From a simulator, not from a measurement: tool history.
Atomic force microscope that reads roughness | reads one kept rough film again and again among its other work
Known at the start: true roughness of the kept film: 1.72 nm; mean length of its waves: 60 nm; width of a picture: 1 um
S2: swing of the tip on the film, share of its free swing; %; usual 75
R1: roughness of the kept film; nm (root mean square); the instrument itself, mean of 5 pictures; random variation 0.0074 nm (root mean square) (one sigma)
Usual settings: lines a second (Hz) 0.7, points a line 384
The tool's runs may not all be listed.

run 1 day=0 | lines_a_second_(Hz)=0.7 S2=75 points_a_line=384 | R1=1.597
run 2 day=0.429 | lines_a_second_(Hz)=0.7 S2=75 points_a_line=384 | R1=1.587
run 3 day=1.038 | lines_a_second_(Hz)=0.7 S2=72 points_a_line=384 | R1=1.603
run 4 day=1.492 | lines_a_second_(Hz)=0.7 S2=86 points_a_line=384 | R1=1.568
run 5 day=2.042 | lines_a_second_(Hz)=0.7 S2=86 points_a_line=384 | R1=1.55
-- day=2.675 new tip fitted
run 6 day=2.85 | lines_a_second_(Hz)=0.7 S2=86 points_a_line=384 | R1=1.627
run 7 day=3.617 | lines_a_second_(Hz)=0.7 S2=75 points_a_line=384 | R1=1.647
run 8 day=4.012 | lines_a_second_(Hz)=0.7 S2=75 points_a_line=384 | R1=1.647
run 9 day=4.625 | lines_a_second_(Hz)=1.64 S2=60 points_a_line=348 | R1=1.654
run 10 day=5.325 | lines_a_second_(Hz)=1.64 S2=60 points_a_line=348 | R1=1.637
run 11 day=5.854 | lines_a_second_(Hz)=0.7 S2=78 points_a_line=384 | R1=1.62
run 12 day=6.208 | lines_a_second_(Hz)=0.7 S2=78 points_a_line=384 | R1=1.631
run 13 day=6.958 | lines_a_second_(Hz)=0.7 S2=78 points_a_line=403 | R1=1.623
run 14 day=7.554 | lines_a_second_(Hz)=0.7 S2=56 points_a_line=611 | R1=1.667
run 15 day=8.221 | lines_a_second_(Hz)=0.734 S2=61 points_a_line=611 | R1=1.624

4 ways to go on from here, each from the tool as it stands after run 15. What would each give?
run A day=8.838 | lines_a_second_(Hz)=1.819 S2=74 points_a_line=594 | R1=?
run B day=8.838 | lines_a_second_(Hz)=1.958 S2=63 points_a_line=390 | R1=?
run C day=8.838 | lines_a_second_(Hz)=0.629 S2=56 points_a_line=611 | R1=?
run D day=8.838 | lines_a_second_(Hz)=2.053 S2=75 points_a_line=420 | R1=?

run=A R1=1.568
run=B R1=1.597
run=C R1=1.638
run=D R1=1.543
Without the tool's hidden state the same runs would have given:
run=A R1=1.603
run=B R1=1.632
run=C R1=1.675
run=D R1=1.577

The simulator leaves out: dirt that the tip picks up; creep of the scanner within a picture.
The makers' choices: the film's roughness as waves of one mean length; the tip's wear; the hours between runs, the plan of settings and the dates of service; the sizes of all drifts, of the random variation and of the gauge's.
